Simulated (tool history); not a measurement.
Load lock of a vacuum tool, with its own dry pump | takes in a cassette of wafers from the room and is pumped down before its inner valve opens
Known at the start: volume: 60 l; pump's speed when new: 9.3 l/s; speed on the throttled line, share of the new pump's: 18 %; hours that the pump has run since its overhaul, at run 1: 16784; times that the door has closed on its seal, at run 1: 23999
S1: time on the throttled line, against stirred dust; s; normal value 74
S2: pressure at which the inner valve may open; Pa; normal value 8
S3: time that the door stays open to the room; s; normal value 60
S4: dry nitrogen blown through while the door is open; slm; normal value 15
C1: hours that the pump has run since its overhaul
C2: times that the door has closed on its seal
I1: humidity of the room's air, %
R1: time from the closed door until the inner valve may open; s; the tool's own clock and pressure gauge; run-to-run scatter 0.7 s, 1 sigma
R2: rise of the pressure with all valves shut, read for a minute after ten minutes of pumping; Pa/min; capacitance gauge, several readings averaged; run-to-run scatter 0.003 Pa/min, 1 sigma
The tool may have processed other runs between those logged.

Run 1, hour 0.0: usual settings; C1 16784; C2 23999; I1 46.5. Result: R1 121.3 s, R2 0.031 Pa/min.
Run 2, hour 530.0: usual settings; C1 17314; C2 25948; I1 47.9. Result: R1 122.5 s, R2 0.034 Pa/min.
Run 3, hour 893.7: usual settings; C1 17678; C2 27286; I1 44.5. Result: R1 120.9 s, R2 0.037 Pa/min.
Run 4, hour 1179.7: usual settings; C1 17963; C2 28337; I1 48.1. Result: R1 123.6 s, R2 0.036 Pa/min.
Run 5, hour 1438.9: usual settings; C1 18223; C2 29290; I1 44.1. Result: R1 121.0 s, R2 0.029 Pa/min.
Run 6, hour 1936.7: usual settings; C1 18720; C2 31120; I1 43.3. Result: R1 122.3 s, R2 0.033 Pa/min.
Run 7, hour 2326.4: usual settings but S4 18 slm; C1 19110; C2 32553; I1 46.5. Result: R1 121.8 s, R2 0.030 Pa/min.
Run 8, hour 2843.5: usual settings but S4 18 slm; C1 19627; C2 34455; I1 49.3. Result: R1 120.6 s, R2 0.034 Pa/min.
Run 9, hour 3320.2: usual settings but S1 78 s, S4 18 slm; C1 20104; C2 36207; I1 45.4. Result: R1 126.7 s, R2 0.031 Pa/min.
Run 10, hour 3680.2: usual settings but S1 78 s, S4 18 slm; C1 20464; C2 37531; I1 47.7. Result: R1 126.0 s, R2 0.035 Pa/min.
Run 11, hour 3991.8: usual settings but S1 78 s, S4 18 slm; C1 20776; C2 38677; I1 44.1. Result: R1 124.2 s, R2 0.032 Pa/min.
Run 12, hour 4328.9: usual settings but S1 78 s, S4 18 slm; C1 21113; C2 39916; I1 44.0. Result: R1 124.9 s, R2 0.028 Pa/min.
Run 13, hour 4637.7: usual settings but S3 119 s; C1 21422; C2 41052; I1 45.6. Result: R1 121.9 s, R2 0.050 Pa/min.
Run 14, hour 4955.7: usual settings but S3 119 s; C1 21740; C2 42221; I1 43.9. Result: R1 122.0 s, R2 0.054 Pa/min.
At hour 5025.7: door's seal changed, seat wiped.
Run 15, hour 5221.5: usual settings but S3 119 s; C1 22004; C2 720; I1 44.8. Result: R1 121.5 s, R2 0.050 Pa/min.
At hour 5262.3: dry pump taken out, an overhauled one fitted.
Run 16, hour 5575.5: usual settings; C1 313; C2 1999; I1 45.2. Result: R1 122.0 s, R2 0.034 Pa/min.
Run 17, hour 6100.7: usual settings; C1 838; C2 3930; I1 46.0. Result: R1 122.6 s, R2 0.034 Pa/min.
Run 18, hour 6386.3: usual settings; C1 1124; C2 4980; I1 46.1. Result: R1 121.4 s, R2 0.028 Pa/min.
Run 19, hour 6676.0: usual settings but S1 87 s, S2 13 Pa, S3 96 s, S4 35 slm; C1 1414; C2 6046; I1 45.8. Result: R1 128.5 s, R2 0.026 Pa/min.
Run 20, hour 7109.1: usual settings but S1 87 s, S2 9 Pa, S3 96 s, S4 35 slm; C1 1847; C2 7638; I1 46.4. Result: R1 132.0 s, R2 0.027 Pa/min.
Run 21, hour 7341.2: usual settings but S1 91 s, S2 7 Pa, S3 131 s, S4 28 slm; C1 2079; C2 8491; I1 44.4. Result: R1 135.2 s, R2 0.034 Pa/min.
Run 22, hour 7819.2: usual settings but S1 83 s, S3 109 s, S4 19 slm; C1 2557; C2 10249; I1 42.7. Result: R1 127.6 s, R2 0.038 Pa/min.
Run 23, hour 8230.3: usual settings but S2 11 Pa; C1 2968; C2 11761; I1 43.3. Result: R1 119.6 s, R2 0.030 Pa/min.
Run 24, hour 8681.7: usual settings but S1 77 s, S3 116 s; C1 3419; C2 13420; I1 42.2. Result: R1 123.8 s, R2 0.044 Pa/min.
Run 25, hour 9199.8: usual settings but S1 77 s, S2 16 Pa, S3 92 s, S4 21 slm; C1 3937; C2 15325; I1 44.8. Result: R1 120.1 s, R2 0.042 Pa/min.
Run 26, hour 9731.0: usual settings but S1 77 s, S2 16 Pa, S3 92 s, S4 21 slm; C1 4469; C2 17278; I1 43.9. Result: R1 119.9 s, R2 0.035 Pa/min.
Run 27, hour 9963.3: usual settings but S1 77 s, S2 16 Pa, S3 92 s, S4 5 slm; C1 4701; C2 18132; I1 44.0. Result: R1 119.2 s, R2 0.062 Pa/min.
Run 28, hour 10248.9: usual settings but S1 77 s, S2 16 Pa, S3 92 s, S4 5 slm; C1 4987; C2 19183; I1 44.4. Result: R1 119.4 s, R2 0.061 Pa/min.
Run 29, hour 10779.0: usual settings but S1 110 s, S3 41 s; C1 5517; C2 21132; I1 45.4. Result: R1 152.7 s, R2 0.024 Pa/min.
Run 30, hour 11142.2: usual settings but S2 11 Pa, S3 239 s; C1 5880; C2 22467; I1 47.4. Result: R1 120.3 s, R2 0.084 Pa/min.
Run 31, hour 11669.0: usual settings but S2 11 Pa, S3 239 s; C1 6407; C2 24404; I1 45.0. Result: R1 120.2 s, R2 0.080 Pa/min.
Run 32, hour 12020.7: usual settings but S2 11 Pa, S3 239 s; C1 6758; C2 25697; I1 46.2. Result: R1 120.1 s, R2 0.087 Pa/min.
Run 33, hour 12351.8: usual settings but S2 11 Pa, S3 239 s, S4 4 slm; C1 7089; C2 26915; I1 44.4. Result: R1 120.4 s, R2 0.136 Pa/min.
Run 34, hour 12577.9: usual settings but S2 7 Pa, S3 65 s; C1 7316; C2 27746; I1 45.4. Result: R1 122.6 s, R2 0.034 Pa/min.
Run 35, hour 13094.7: usual settings but S1 98 s, S2 10 Pa, S3 74 s, S4 43 slm; C1 7832; C2 29646; I1 42.7. Result: R1 141.6 s, R2 0.018 Pa/min.
Run 36, hour 13382.1: usual settings but S1 98 s, S2 10 Pa, S3 74 s, S4 43 slm; C1 8120; C2 30703; I1 44.0. Result: R1 139.6 s, R2 0.021 Pa/min.

Alternative continuations, all from the tool just after run 36; predict every row:
Run A, hour 13601.9: usual settings; C1 8340; C2 31511; I1 45.2. Result: R1 ?, R2 ?.
Run B, hour 13601.9: usual settings but S1 39 s; C1 8340; C2 31511; I1 48.2. Result: R1 ?, R2 ?.
Run C, hour 13601.9: usual settings but S2 12 Pa, S3 173 s, S4 27 slm; C1 8340; C2 31511; I1 42.0. Result: R1 ?, R2 ?.
Run D, hour 13601.9: usual settings but S1 98 s, S2 7 Pa, S3 181 s, S4 17 slm; C1 8340; C2 31511; I1 42.7. Result: R1 ?, R2 ?.

run     R1     R2
  A  122.3  0.032
  B   93.6  0.034
  C  118.8  0.043
  D  141.9  0.064
With no hidden state in the tool, these same runs would have given:
run     R1     R2
  A  122.2  0.031
  B   93.6  0.033
  C  118.8  0.042
  D  141.9  0.063

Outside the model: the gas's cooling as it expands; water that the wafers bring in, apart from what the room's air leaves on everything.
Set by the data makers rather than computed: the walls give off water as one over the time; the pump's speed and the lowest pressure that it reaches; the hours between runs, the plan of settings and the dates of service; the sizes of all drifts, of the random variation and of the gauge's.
